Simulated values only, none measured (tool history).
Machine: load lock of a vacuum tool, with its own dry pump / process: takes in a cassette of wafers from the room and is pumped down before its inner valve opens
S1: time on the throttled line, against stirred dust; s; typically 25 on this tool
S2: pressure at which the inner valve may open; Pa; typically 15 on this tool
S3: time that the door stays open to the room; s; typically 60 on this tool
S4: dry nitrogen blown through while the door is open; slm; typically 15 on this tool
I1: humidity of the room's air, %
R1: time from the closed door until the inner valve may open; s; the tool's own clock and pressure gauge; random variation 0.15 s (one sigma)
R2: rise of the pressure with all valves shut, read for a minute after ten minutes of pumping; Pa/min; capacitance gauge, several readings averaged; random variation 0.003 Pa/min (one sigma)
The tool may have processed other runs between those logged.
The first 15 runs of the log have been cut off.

{"run": 16, "hour": 2820.6, "S1": 25, "S2": 15, "S3": 60, "S4": 15, "I1": 42.7, "R1": 45.9, "R2": 0.05}
{"run": 17, "hour": 3079.0, "S1": 25, "S2": 15, "S3": 60, "S4": 15, "I1": 46.3, "R1": 45.9, "R2": 0.047}
{"run": 18, "hour": 3324.4, "S1": 25, "S2": 15, "S3": 60, "S4": 15, "I1": 46.8, "R1": 45.9, "R2": 0.053}
{"run": 19, "hour": 3569.2, "S1": 25, "S2": 15, "S3": 60, "S4": 15, "I1": 45.6, "R1": 46.1, "R2": 0.047}
{"run": 20, "hour": 3787.3, "S1": 25, "S2": 15, "S3": 60, "S4": 15, "I1": 50.3, "R1": 46.2, "R2": 0.052}
{"run": 21, "hour": 3908.8, "S1": 25, "S2": 10, "S3": 53, "S4": 26, "I1": 46, "R1": 47.3, "R2": 0.038}
{"run": 22, "hour": 4070.3, "S1": 21, "S2": 10, "S3": 144, "S4": 26, "I1": 41.5, "R1": 44.5, "R2": 0.049}
{"run": 23, "hour": 4280.9, "S1": 33, "S2": 24, "S3": 57, "S4": 10, "I1": 48.6, "R1": 50.2, "R2": 0.058}
{"run": 24, "hour": 4503.2, "S1": 48, "S2": 15, "S3": 180, "S4": 15, "I1": 42.5, "R1": 62.6, "R2": 0.074}
{"run": 25, "hour": 4671.2, "S1": 25, "S2": 17, "S3": 93, "S4": 15, "I1": 45.8, "R1": 45.7, "R2": 0.064}
{"run": 26, "hour": 4823.6, "S1": 25, "S2": 15, "S3": 60, "S4": 10, "I1": 41.6, "R1": 46, "R2": 0.058}
{"run": 27, "hour": 5011.6, "S1": 25, "S2": 15, "S3": 60, "S4": 10, "I1": 45.4, "R1": 46.2, "R2": 0.059}
{"run": 28, "hour": 5173.1, "S1": 38, "S2": 25, "S3": 177, "S4": 15, "I1": 39.7, "R1": 53.9, "R2": 0.062}
{"run": 29, "hour": 5303.5, "S1": 26, "S2": 14, "S3": 69, "S4": 14, "I1": 43.2, "R1": 46.9, "R2": 0.051}
{"run": 30, "hour": 5492.1, "S1": 26, "S2": 14, "S3": 69, "S4": 14, "I1": 44.2, "R1": 47, "R2": 0.055}
{"run": 31, "hour": 5608.4, "S1": 26, "S2": 14, "S3": 69, "S4": 14, "I1": 45.8, "R1": 46.9, "R2": 0.049}
{"run": 32, "hour": 5726.7, "S1": 26, "S2": 14, "S3": 69, "S4": 14, "I1": 43, "R1": 47, "R2": 0.049}
{"run": 33, "hour": 5938.3, "S1": 15, "S2": 16, "S3": 188, "S4": 14, "I1": 46.8, "R1": 38.4, "R2": 0.08}
{"run": 34, "hour": 6083.6, "S1": 16, "S2": 17, "S3": 77, "S4": 36, "I1": 44.5, "R1": 39.2, "R2": 0.042}
{"run": 35, "hour": 6204.4, "S1": 16, "S2": 17, "S3": 77, "S4": 36, "I1": 43.6, "R1": 38.9, "R2": 0.039}
{"run": 36, "hour": 6467.4, "S1": 16, "S2": 17, "S3": 77, "S4": 36, "I1": 41.4, "R1": 39.2, "R2": 0.029}
{"run": 37, "hour": 6695.5, "S1": 16, "S2": 12, "S3": 103, "S4": 7, "I1": 49.3, "R1": 40.1, "R2": 0.084}

Each row is a separate what-if for the run after 37, all from the same tool condition, not one after another. Results?
{"run": "A", "hour": 6942.5, "S1": 16, "S2": 18, "S3": 103, "S4": 9, "I1": 44.8, "R1": "?", "R2": "?"}
{"run": "B", "hour": 6942.5, "S1": 16, "S2": 15, "S3": 60, "S4": 15, "I1": 45.7, "R1": "?", "R2": "?"}
{"run": "C", "hour": 6942.5, "S1": 17, "S2": 12, "S3": 103, "S4": 28, "I1": 44.3, "R1": "?", "R2": "?"}
{"run": "D", "hour": 6942.5, "S1": 25, "S2": 15, "S3": 60, "S4": 15, "I1": 43.1, "R1": "?", "R2": "?"}

run=A R1=39 R2=0.076
run=B R1=39.2 R2=0.055
run=C R1=41 R2=0.046
run=D R1=46 R2=0.043
Without the tool's unlogged condition, the same runs would have read:
run=A R1=39 R2=0.074
run=B R1=39.2 R2=0.053
run=C R1=41 R2=0.044
run=D R1=46 R2=0.041
